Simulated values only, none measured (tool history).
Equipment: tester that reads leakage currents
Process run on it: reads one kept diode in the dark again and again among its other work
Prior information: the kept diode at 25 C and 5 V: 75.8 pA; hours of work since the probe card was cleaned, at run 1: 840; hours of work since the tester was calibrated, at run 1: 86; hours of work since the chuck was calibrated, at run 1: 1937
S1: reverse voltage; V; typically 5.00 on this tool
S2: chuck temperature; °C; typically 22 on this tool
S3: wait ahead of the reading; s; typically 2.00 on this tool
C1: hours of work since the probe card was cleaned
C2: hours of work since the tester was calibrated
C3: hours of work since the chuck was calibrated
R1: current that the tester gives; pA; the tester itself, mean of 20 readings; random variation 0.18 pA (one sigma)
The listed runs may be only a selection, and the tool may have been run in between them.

run 1 hour=0.0 | S1=5.00 S2=22 S3=2.00 | C1=840 C2=86 C3=1937 | R1=67.04
run 2 hour=56.6 | S1=5.00 S2=22 S3=2.00 | C1=878 C2=124 C3=1974 | R1=67.23
run 3 hour=104.3 | S1=5.00 S2=22 S3=2.00 | C1=909 C2=155 C3=2006 | R1=67.77
run 4 hour=172.8 | S1=5.00 S2=22 S3=2.00 | C1=955 C2=201 C3=2051 | R1=67.73
-- hour=186.9 chuck's temperature calibrated
run 5 hour=209.8 | S1=5.00 S2=22 S3=2.00 | C1=978 C2=224 C3=15 | R1=61.28
run 6 hour=241.3 | S1=14.87 S2=22 S3=2.00 | C1=998 C2=245 C3=36 | R1=111.31
run 7 hour=272.3 | S1=5.00 S2=22 S3=2.00 | C1=1019 C2=265 C3=57 | R1=61.07
run 8 hour=308.0 | S1=11.66 S2=22 S3=2.00 | C1=1043 C2=289 C3=80 | R1=97.74
run 9 hour=373.4 | S1=8.30 S2=22 S3=2.00 | C1=1086 C2=332 C3=123 | R1=81.65
run 10 hour=419.6 | S1=8.30 S2=22 S3=2.00 | C1=1117 C2=363 C3=154 | R1=82.02
run 11 hour=492.4 | S1=8.30 S2=38 S3=2.00 | C1=1165 C2=411 C3=202 | R1=320.41
run 12 hour=528.8 | S1=9.22 S2=38 S3=2.00 | C1=1189 C2=435 C3=226 | R1=340.74
run 13 hour=598.2 | S1=9.22 S2=38 S3=2.00 | C1=1235 C2=481 C3=272 | R1=341.26
run 14 hour=661.4 | S1=9.22 S2=38 S3=2.00 | C1=1276 C2=522 C3=314 | R1=341.06
run 15 hour=713.9 | S1=5.00 S2=22 S3=2.00 | C1=1311 C2=557 C3=349 | R1=63.46
run 16 hour=749.3 | S1=5.00 S2=22 S3=2.00 | C1=1335 C2=581 C3=372 | R1=63.24
run 17 hour=816.8 | S1=5.00 S2=22 S3=2.00 | C1=1379 C2=625 C3=417 | R1=63.63
run 18 hour=881.8 | S1=5.00 S2=22 S3=2.00 | C1=1422 C2=668 C3=460 | R1=64.00
-- hour=888.0 tester calibrated
run 19 hour=927.5 | S1=5.00 S2=42 S3=2.00 | C1=1451 C2=26 C3=489 | R1=349.50
run 20 hour=977.6 | S1=1.42 S2=29 S3=1.66 | C1=1484 C2=59 C3=522 | R1=60.61
run 21 hour=1028.4 | S1=5.00 S2=22 S3=1.65 | C1=1518 C2=93 C3=555 | R1=64.86
run 22 hour=1101.8 | S1=9.40 S2=30 S3=8.12 | C1=1567 C2=141 C3=604 | R1=181.41
-- hour=1157.2 tester calibrated, once more
run 23 hour=1157.2 | S1=12.68 S2=49 S3=0.34 | C1=1602 C2=0 C3=639 | R1=1005.58
run 24 hour=1206.3 | S1=12.68 S2=49 S3=0.34 | C1=1634 C2=33 C3=672 | R1=1006.68

Run 25 has not been measured yet. What should we expect?
run 25 hour=1258.1 | S1=12.68 S2=49 S3=0.34 | C1=1669 C2=67 C3=706 | R1=?

R1: 1011.74 pA
If the tool had no hidden condition, the same run with the same run-to-run variation would have returned R1 962.30 pA.
